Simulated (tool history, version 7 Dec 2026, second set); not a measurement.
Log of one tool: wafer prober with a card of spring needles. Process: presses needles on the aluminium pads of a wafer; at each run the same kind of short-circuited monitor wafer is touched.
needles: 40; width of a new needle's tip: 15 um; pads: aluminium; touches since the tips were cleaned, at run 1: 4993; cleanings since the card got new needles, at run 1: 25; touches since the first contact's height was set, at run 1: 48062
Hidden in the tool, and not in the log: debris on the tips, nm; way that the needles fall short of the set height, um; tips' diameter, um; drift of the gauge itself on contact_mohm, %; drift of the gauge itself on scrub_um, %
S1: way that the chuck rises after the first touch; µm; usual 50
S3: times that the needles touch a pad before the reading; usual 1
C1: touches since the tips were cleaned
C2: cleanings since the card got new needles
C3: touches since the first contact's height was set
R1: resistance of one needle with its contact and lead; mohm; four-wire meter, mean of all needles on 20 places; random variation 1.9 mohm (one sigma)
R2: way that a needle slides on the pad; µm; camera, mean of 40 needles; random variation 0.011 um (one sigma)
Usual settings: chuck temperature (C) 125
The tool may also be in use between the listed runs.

run 1 hour=0.0 | S1=50 chuck_temperature_(C)=125 S3=1 | C1=4993 C2=25 C3=48062 | R1=208 R2=8.90
-- hour=11.6 tips cleaned on abrasive film
-- hour=45.5 tips cleaned on abrasive film
-- hour=84.2 tips cleaned on abrasive film
run 2 hour=94.2 | S1=50 chuck_temperature_(C)=125 S3=2 | C1=1964 C2=28 C3=66547 | R1=205 R2=8.92
-- hour=124.3 tips cleaned on abrasive film
-- hour=158.5 tips cleaned on abrasive film
run 3 hour=182.9 | S1=50 chuck_temperature_(C)=125 S3=2 | C1=4798 C2=30 C3=83970 | R1=203 R2=8.92
-- hour=196.8 tips cleaned on abrasive film
-- hour=232.9 tips cleaned on abrasive film
-- hour=269.5 tips cleaned on abrasive film
run 4 hour=275.9 | S1=37 chuck_temperature_(C)=125 S3=2 | C1=1252 C2=33 C3=102218 | R1=211 R2=6.61
-- hour=306.9 tips cleaned on abrasive film
-- hour=345.9 tips cleaned on abrasive film
run 5 hour=358.7 | S1=37 chuck_temperature_(C)=125 S3=2 | C1=2512 C2=35 C3=118484 | R1=215 R2=6.60
-- hour=384.8 tips cleaned on abrasive film
run 6 hour=415.8 | S1=37 chuck_temperature_(C)=125 S3=2 | C1=6114 C2=36 C3=129711 | R1=209 R2=6.59
-- hour=423.9 tips cleaned on abrasive film
-- hour=456.8 tips cleaned on abrasive film
-- hour=463.6 height of the first contact set anew
run 7 hour=482.6 | S1=37 chuck_temperature_(C)=125 S3=2 | C1=5003 C2=38 C3=3734 | R1=208 R2=6.63
-- hour=490.7 tips cleaned on abrasive film
-- hour=525.7 tips cleaned on abrasive film
run 8 hour=534.3 | S1=50 chuck_temperature_(C)=125 S3=1 | C1=1697 C2=40 C3=13892 | R1=204 R2=8.96
-- hour=559.9 tips cleaned on abrasive film
-- hour=596.1 tips cleaned on abrasive film
run 9 hour=598.5 | S1=50 chuck_temperature_(C)=125 S3=1 | C1=466 C2=42 C3=26486 | R1=202 R2=8.96
-- hour=631.7 tips cleaned on abrasive film
-- hour=667.7 tips cleaned on abrasive film
run 10 hour=674.2 | S1=50 chuck_temperature_(C)=125 S3=1 | C1=1282 C2=44 C3=41341 | R1=207 R2=8.97
-- hour=704.6 tips cleaned on abrasive film
-- hour=743.5 tips cleaned on abrasive film
run 11 hour=762.1 | S1=64 chuck_temperature_(C)=125 S3=1 | C1=3666 C2=46 C3=58623 | R1=202 R2=11.48
-- hour=779.9 tips cleaned on abrasive film
-- hour=814.0 tips cleaned on abrasive film
run 12 hour=818.3 | S1=64 chuck_temperature_(C)=125 S3=1 | C1=848 C2=48 C3=69647 | R1=202 R2=11.51
-- hour=852.5 tips cleaned on abrasive film
run 13 hour=861.2 | S1=50 chuck_temperature_(C)=100 S3=1 | C1=1709 C2=49 C3=78067 | R1=200 R2=8.99
-- hour=890.3 tips cleaned on abrasive film
run 14 hour=911.9 | S1=50 chuck_temperature_(C)=100 S3=1 | C1=4257 C2=50 C3=88028 | R1=200 R2=9.01
-- hour=925.1 tips cleaned on abrasive film
-- hour=963.7 tips cleaned on abrasive film
run 15 hour=976.3 | S1=50 chuck_temperature_(C)=100 S3=1 | C1=2475 C2=52 C3=100666 | R1=197 R2=9.00
-- hour=997.4 tips cleaned on abrasive film
-- hour=1035.4 tips cleaned on abrasive film
-- hour=1068.4 tips cleaned on abrasive film
run 16 hour=1068.4 | S1=50 chuck_temperature_(C)=36 S3=2 | C1=0 C2=55 C3=118738 | R1=186 R2=9.00
-- hour=1101.3 tips cleaned on abrasive film
-- hour=1134.6 tips cleaned on abrasive film
run 17 hour=1160.2 | S1=63 chuck_temperature_(C)=36 S3=2 | C1=5040 C2=57 C3=136786 | R1=183 R2=11.36
-- hour=1167.0 height of the first contact set anew
-- hour=1173.3 tips cleaned on abrasive film
-- hour=1208.7 tips cleaned on abrasive film
run 18 hour=1229.7 | S1=63 chuck_temperature_(C)=36 S3=2 | C1=4131 C2=59 C3=12306 | R1=182 R2=11.35
-- hour=1245.1 tips cleaned on abrasive film
-- hour=1283.6 tips cleaned on abrasive film
-- hour=1318.8 tips cleaned on abrasive film
run 19 hour=1324.3 | S1=64 chuck_temperature_(C)=49 S3=2 | C1=1088 C2=62 C3=30881 | R1=184 R2=11.58
-- hour=1352.5 tips cleaned on abrasive film
run 20 hour=1366.1 | S1=35 chuck_temperature_(C)=40 S3=2 | C1=2674 C2=63 C3=39089 | R1=190 R2=6.31
-- hour=1387.6 tips cleaned on abrasive film
-- hour=1421.6 tips cleaned on abrasive film
run 21 hour=1434.4 | S1=36 chuck_temperature_(C)=38 S3=2 | C1=2527 C2=65 C3=52494 | R1=193 R2=6.52
-- hour=1455.6 tips cleaned on abrasive film
run 22 hour=1484.1 | S1=30 chuck_temperature_(C)=41 S3=2 | C1=5598 C2=66 C3=62251 | R1=198 R2=5.43
-- hour=1490.0 tips cleaned on abrasive film
-- hour=1526.1 tips cleaned on abrasive film
run 23 hour=1532.0 | S1=30 chuck_temperature_(C)=41 S3=2 | C1=1161 C2=68 C3=71653 | R1=197 R2=5.42
-- hour=1560.9 tips cleaned on abrasive film
run 24 hour=1580.9 | S1=33 chuck_temperature_(C)=125 S3=1 | C1=3935 C2=69 C3=81249 | R1=213 R2=5.98
-- hour=1595.8 tips cleaned on abrasive film
-- hour=1631.1 tips cleaned on abrasive film
run 25 hour=1657.4 | S1=58 chuck_temperature_(C)=125 S3=1 | C1=5181 C2=71 C3=96277 | R1=201 R2=10.52
-- hour=1664.1 tips cleaned on abrasive film
-- hour=1702.7 tips cleaned on abrasive film
-- hour=1738.9 tips cleaned on abrasive film
run 26 hour=1745.5 | S1=65 chuck_temperature_(C)=72 S3=1 | C1=1300 C2=74 C3=113566 | R1=184 R2=11.78
-- hour=1775.7 tips cleaned on abrasive film
run 27 hour=1796.8 | S1=65 chuck_temperature_(C)=42 S3=1 | C1=4138 C2=75 C3=123637 | R1=181 R2=11.81
-- hour=1811.8 tips cleaned on abrasive film
-- hour=1849.8 tips cleaned on abrasive film
run 28 hour=1849.8 | S1=33 chuck_temperature_(C)=42 S3=1 | C1=0 C2=77 C3=134045 | R1=191 R2=5.99
-- hour=1877.3 height of the first contact set anew
-- hour=1890.4 tips cleaned on abrasive film
run 29 hour=1890.4 | S1=56 chuck_temperature_(C)=125 S3=1 | C1=0 C2=78 C3=2547 | R1=202 R2=10.18

3 ways to go on from here, each from the tool as it stands after run 29. What would each give?
-- hour=1929.8 tips cleaned on abrasive film
run A hour=1956.9 | S1=35 chuck_temperature_(C)=86 S3=2 | C1=5322 C2=79 C3=15621 | R1=? R2=?
-- hour=1929.8 tips cleaned on abrasive film
run B hour=1956.9 | S1=32 chuck_temperature_(C)=25 S3=2 | C1=5322 C2=79 C3=15621 | R1=? R2=?
-- hour=1929.8 tips cleaned on abrasive film
run C hour=1956.9 | S1=34 chuck_temperature_(C)=99 S3=2 | C1=5322 C2=79 C3=15621 | R1=? R2=?

run=A R1=202 R2=6.36
run=B R1=191 R2=5.81
run=C R1=209 R2=6.18
Without the tool's hidden state the same runs would have given:
run=A R1=202 R2=6.23
run=B R1=190 R2=5.69
run=C R1=209 R2=6.06

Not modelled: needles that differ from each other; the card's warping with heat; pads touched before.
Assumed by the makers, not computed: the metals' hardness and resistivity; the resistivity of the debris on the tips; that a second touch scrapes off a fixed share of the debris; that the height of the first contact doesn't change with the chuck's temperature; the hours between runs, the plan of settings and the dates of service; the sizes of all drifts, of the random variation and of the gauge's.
